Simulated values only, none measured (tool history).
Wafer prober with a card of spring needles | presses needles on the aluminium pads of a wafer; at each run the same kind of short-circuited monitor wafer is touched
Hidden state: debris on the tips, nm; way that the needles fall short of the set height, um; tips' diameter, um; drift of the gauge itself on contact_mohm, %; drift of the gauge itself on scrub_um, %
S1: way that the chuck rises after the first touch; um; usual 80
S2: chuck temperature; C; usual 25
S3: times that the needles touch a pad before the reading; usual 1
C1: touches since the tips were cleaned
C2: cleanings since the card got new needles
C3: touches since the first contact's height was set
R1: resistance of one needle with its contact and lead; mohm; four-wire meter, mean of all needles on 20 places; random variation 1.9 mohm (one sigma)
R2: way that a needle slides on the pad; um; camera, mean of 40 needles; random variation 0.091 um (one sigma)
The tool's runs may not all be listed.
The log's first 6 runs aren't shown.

run   hour  S1   S2  S3    C1  C2      C3   R1     R2
      56.0  -- tips cleaned on abrasive film, once more
  7   62.2  80   25   1  1299  36  112962  247  17.18
      70.2  -- tips cleaned on abrasive film
  8   70.2  80   25   1     0  37  114624  218  17.03
  9   80.0  80   25   1  2064  37  116688  270  16.92
      84.4  -- tips cleaned on abrasive film
 10   91.8  92   25   1  1548  38  119138  241  19.81
      98.5  -- tips cleaned on abrasive film
 11  109.2  80   66   1  2251  39  122782  275  16.96
     112.2  -- tips cleaned on abrasive film
 12  116.8  80   66   1   962  40  124359  255  17.17
     125.8  -- tips cleaned on abrasive film
 13  127.3  80   25   1   328  41  126542  228  17.09
 14  135.1  80   25   1  1970  41  128184  266  16.95
     139.7  -- tips cleaned on abrasive film
 15  142.3  75   25   1   550  42  129669  234  15.87
 16  150.1  80   25   2  2196  42  131315  245  17.02
     153.4  -- tips cleaned on abrasive film
 17  159.1  80   25   1  1199  43  133171  253  16.81
     166.8  -- tips cleaned on abrasive film
 18  167.8  99   42   2   214  44  134987  216  21.15
 19  174.9  99   84   3  1702  44  136475  233  21.25
     180.9  -- tips cleaned on abrasive film
 20  184.5  88   84   2   761  45  138471  229  18.63
     195.3  -- tips cleaned on abrasive film
 21  196.8  67   84   2   309  46  141031  243  13.96
     208.8  -- tips cleaned on abrasive film
 22  211.5  72   89   2   565  47  144099  244  15.04
     222.7  -- tips cleaned on abrasive film
 23  228.0  71   34   2  1113  48  147543  239  14.76
     237.2  -- tips cleaned on abrasive film
 24  245.5  73   70   2  1743  49  151195  258  15.47
     252.0  -- tips cleaned on abrasive film
 25  257.0  73   70   2  1056  50  153609  247  15.48
 26  264.4  62   40   2  2592  50  155145  279  12.83
     266.1  -- tips cleaned on abrasive film
 27  275.1  78   82   1  1892  51  157380  278  16.44
     279.9  -- tips cleaned on abrasive film
 28  287.3  78  121   1  1574  52  159933  279  16.26

The next listed run, before its measurement:
     293.7  -- tips cleaned on abrasive film
 29  303.4  90  121   1  2054  53  163292   ?   ?

Run 29 gave R1 274 mohm, R2 18.94 um.
Without the tool's hidden state the same run would have given R1 231 mohm, R2 19.81 um.
